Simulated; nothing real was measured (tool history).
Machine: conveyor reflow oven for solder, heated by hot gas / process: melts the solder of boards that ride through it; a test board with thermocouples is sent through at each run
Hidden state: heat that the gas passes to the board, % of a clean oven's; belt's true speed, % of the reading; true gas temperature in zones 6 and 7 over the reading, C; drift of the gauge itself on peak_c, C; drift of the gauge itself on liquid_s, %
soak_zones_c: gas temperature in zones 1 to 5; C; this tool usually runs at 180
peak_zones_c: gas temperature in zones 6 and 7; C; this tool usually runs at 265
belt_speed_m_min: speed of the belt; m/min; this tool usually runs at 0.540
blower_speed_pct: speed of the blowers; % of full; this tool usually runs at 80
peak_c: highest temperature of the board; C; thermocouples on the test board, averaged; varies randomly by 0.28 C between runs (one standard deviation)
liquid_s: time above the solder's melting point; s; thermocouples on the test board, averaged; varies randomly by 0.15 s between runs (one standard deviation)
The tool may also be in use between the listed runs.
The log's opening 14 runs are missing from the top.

run   hour  soak_zones_c  peak_zones_c  belt_speed_m_min  blower_speed_pct  hours of work since the flux was cleaned out  hours of work since the belt drive was overhauled  hours of work since the thermocouples were changed  peak_c  liquid_s
 15  128.0           180           265             0.540                80                                           131                                                199                                                 220   252.4      61.3
 16  133.7           170           257             0.540                80                                           135                                                203                                                 224   243.4      50.9
 17  144.2           195           258             0.505                57                                           143                                                212                                                 232   245.4      66.4
 18  155.4           194           260             0.522                59                                           152                                                220                                                 241   246.8      64.5
 19  161.4           180           269             0.599                54                                           157                                                225                                                 246   244.1      46.2
 20  172.6           180           269             0.599                54                                           165                                                234                                                 254   244.5      46.1
 21  179.4           180           269             0.599                54                                           171                                                239                                                 260   244.7      45.9
 22  184.2           180           269             0.599                52                                           174                                                243                                                 263   243.1      44.8
 23  191.5           182           271             0.540                80                                           180                                                248                                                 269   257.3      65.4
 24  201.8           180           272             0.540                80                                           188                                                256                                                 277   258.0      64.8
 25  209.9           180           267             0.540                80                                           194                                                263                                                 283   253.8      62.0
 26  218.8           180           254             0.540                80                                           201                                                270                                                 290   242.0      53.3
 27  228.4           180           255             0.538                80                                           209                                                277                                                 298   243.1      54.6
 28  239.5           189           265             0.462                80                                           217                                                286                                                 306   256.7      80.4
 29  247.6           189           265             0.604                80                                           224                                                292                                                 313   250.3      56.1
 30  258.7           180           265             0.456                80                                           232                                                301                                                 321   255.0      76.8

Branching from run 30: 4 alternative next runs. What would each branch give?
  A  265.1           169           277             0.438                80                                           237                                                305                                                 326       ?         ?
  B  265.1           180           275             0.540                80                                           237                                                305                                                 326       ?         ?
  C  265.1           180           255             0.472                86                                           237                                                305                                                 326       ?         ?
  D  265.1           180           277             0.456                73                                           237                                                305                                                 326       ?         ?

run  peak_c  liquid_s
  A   266.3      82.2
  B   260.1      66.0
  C   246.9      67.5
  D   265.5      82.1
What these runs would have given with no unlogged condition in the tool:
run  peak_c  liquid_s
  A   267.4      82.5
  B   261.4      66.3
  C   248.0      68.2
  D   266.6      82.3
